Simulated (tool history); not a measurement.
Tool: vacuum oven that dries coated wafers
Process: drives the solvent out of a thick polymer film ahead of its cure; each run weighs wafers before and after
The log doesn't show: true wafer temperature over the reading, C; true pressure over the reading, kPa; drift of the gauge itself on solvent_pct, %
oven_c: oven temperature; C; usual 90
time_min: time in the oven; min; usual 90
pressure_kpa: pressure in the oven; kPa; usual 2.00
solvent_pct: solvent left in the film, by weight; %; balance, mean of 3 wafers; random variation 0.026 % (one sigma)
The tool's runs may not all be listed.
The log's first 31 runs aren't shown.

run,hour,oven_c,time_min,pressure_kpa,hours of work since the thermocouples were calibrated,hours of work since the vacuum gauge was cleaned of residue,solvent_pct
32,2478.2,81,90,3.90,1113,1924,2.78
33,2578.0,81,52,4.38,1177,1988,4.83
34,2648.0,99,137,1.54,1222,2033,0.37
35,2732.5,99,137,1.54,1276,2087,0.29
36,2789.0,77,90,1.81,1312,2124,2.75
37,2834.7,86,56,1.44,1341,2153,2.75
38,2892.6,86,56,1.44,1379,2190,2.80
39,2995.0,93,65,6.04,1444,2256,2.32
40,3090.5,89,118,2.00,1506,2317,0.79
41,3145.1,102,49,2.00,1541,2352,1.09
42,3215.9,102,101,2.00,1586,2398,0.38
43,3279.8,102,122,2.00,1627,2439,0.40
44,3356.6,94,122,6.08,1676,2488,1.43
# hour 3424.6: oven's thermocouples calibrated
45,3424.6,90,141,2.00,0,2530,0.60
46,3479.9,78,90,3.88,35,2566,3.36
47,3527.2,100,90,2.44,66,2596,0.62

3 ways to go on from here, each from the tool as it stands after run 47. What would each give?
# hour 3579.9: vacuum gauge cleaned of residue and calibrated
A,3624.4,86,100,3.31,127,29,?
# hour 3579.9: vacuum gauge cleaned of residue and calibrated
B,3624.4,90,51,1.02,127,29,?
# hour 3579.9: vacuum gauge cleaned of residue and calibrated
C,3624.4,97,80,2.44,127,29,?

run,solvent_pct
A,1.68
B,2.31
C,0.78
Without the tool's hidden state the same runs would have given:
run,solvent_pct
A,1.68
B,2.31
C,0.78
